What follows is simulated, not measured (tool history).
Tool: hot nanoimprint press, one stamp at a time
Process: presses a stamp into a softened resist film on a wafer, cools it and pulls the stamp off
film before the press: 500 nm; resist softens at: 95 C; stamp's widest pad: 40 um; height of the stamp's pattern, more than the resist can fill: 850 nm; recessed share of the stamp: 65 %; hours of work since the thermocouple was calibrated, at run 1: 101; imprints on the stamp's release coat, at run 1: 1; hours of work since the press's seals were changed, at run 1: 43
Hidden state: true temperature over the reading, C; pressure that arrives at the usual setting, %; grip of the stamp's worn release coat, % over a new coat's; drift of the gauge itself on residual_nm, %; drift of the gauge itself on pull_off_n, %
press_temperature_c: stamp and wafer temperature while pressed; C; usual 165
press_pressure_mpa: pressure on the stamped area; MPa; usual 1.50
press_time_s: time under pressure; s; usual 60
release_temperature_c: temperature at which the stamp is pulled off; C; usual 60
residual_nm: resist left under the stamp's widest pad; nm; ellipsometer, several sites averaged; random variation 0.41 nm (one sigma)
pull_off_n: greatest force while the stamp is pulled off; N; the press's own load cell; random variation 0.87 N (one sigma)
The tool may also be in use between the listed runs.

| run | hour | press_temperature_c | press_pressure_mpa | press_time_s | release_temperature_c | hours of work since the thermocouple was calibrated | imprints on the stamp's release coat | hours of work since the press's seals were changed | residual_nm | pull_off_n |
|---|---|---|---|---|---|---|---|---|---|---|
| 1 | 0.0 | 165 | 1.50 | 60 | 60 | 101 | 1 | 43 | 234.9 | 118.7 |
| 2 | 9.1 | 165 | 1.50 | 60 | 60 | 107 | 44 | 49 | 235.4 | 117.9 |
| 3 | 16.3 | 165 | 1.50 | 60 | 60 | 112 | 79 | 53 | 234.8 | 118.4 |
| 4 | 24.2 | 165 | 1.50 | 60 | 64 | 117 | 117 | 58 | 233.7 | 110.1 |
| 5 | 37.1 | 165 | 1.50 | 60 | 60 | 125 | 178 | 67 | 234.8 | 118.6 |
| 6 | 48.3 | 154 | 1.50 | 60 | 60 | 132 | 231 | 74 | 342.6 | 119.4 |
| 7 | 59.5 | 154 | 1.50 | 60 | 60 | 140 | 284 | 81 | 342.1 | 118.7 |
| 8 | 65.8 | 174 | 1.50 | 60 | 60 | 144 | 314 | 85 | 170.1 | 119.1 |
| 9 | 75.8 | 174 | 1.50 | 60 | 60 | 150 | 362 | 92 | 169.6 | 117.9 |
| 10 | 88.9 | 158 | 1.50 | 60 | 55 | 158 | 424 | 100 | 299.0 | 129.6 |
| 11 | 99.1 | 158 | 1.50 | 111 | 65 | 165 | 473 | 107 | 250.2 | 108.8 |
| 12 | 108.6 | 158 | 1.50 | 120 | 65 | 171 | 518 | 113 | 243.3 | 108.6 |
| 13 | 117.3 | 158 | 1.50 | 120 | 65 | 177 | 559 | 118 | 243.7 | 107.9 |
| 14 | 127.0 | 165 | 0.94 | 60 | 53 | 183 | 606 | 124 | 295.2 | 134.6 |
| 15 | 134.8 | 156 | 1.01 | 107 | 46 | 188 | 642 | 129 | 328.1 | 147.5 |
| 16 | 141.9 | 156 | 1.24 | 107 | 46 | 193 | 677 | 134 | 298.0 | 147.6 |
| 17 | 149.5 | 164 | 1.33 | 109 | 47 | 197 | 713 | 139 | 211.9 | 146.9 |
| 18 | 155.3 | 165 | 1.50 | 60 | 51 | 201 | 740 | 143 | 231.8 | 138.6 |

Forecast each of these 5 alternatives for the next run:
|  | 164.3 | stamp cleaned and given a new release coat |
| A | 172.4 | 175 | 1.50 | 105 | 51 | 208 | 39 | 150 | ? | ? |
|  | 164.3 | stamp cleaned and given a new release coat |
| B | 172.4 | 165 | 1.50 | 38 | 60 | 208 | 39 | 150 | ? | ? |
|  | 164.3 | stamp cleaned and given a new release coat |
| C | 172.4 | 176 | 1.78 | 60 | 46 | 208 | 39 | 150 | ? | ? |
|  | 164.3 | stamp cleaned and given a new release coat |
| D | 172.4 | 165 | 1.29 | 60 | 51 | 208 | 39 | 150 | ? | ? |
|  | 164.3 | stamp cleaned and given a new release coat |
| E | 172.4 | 172 | 1.50 | 60 | 51 | 208 | 39 | 150 | ? | ? |

| run | residual_nm | pull_off_n |
|---|---|---|
| A | 133.4 | 137.3 |
| B | 267.7 | 117.8 |
| C | 141.4 | 147.8 |
| D | 252.4 | 137.3 |
| E | 180.6 | 137.6 |
Without the tool's hidden state the same runs would have given:
| run | residual_nm | pull_off_n |
|---|---|---|
| A | 135.1 | 137.3 |
| B | 271.1 | 117.7 |
| C | 143.2 | 147.7 |
| D | 255.6 | 137.3 |
| E | 183.0 | 137.6 |

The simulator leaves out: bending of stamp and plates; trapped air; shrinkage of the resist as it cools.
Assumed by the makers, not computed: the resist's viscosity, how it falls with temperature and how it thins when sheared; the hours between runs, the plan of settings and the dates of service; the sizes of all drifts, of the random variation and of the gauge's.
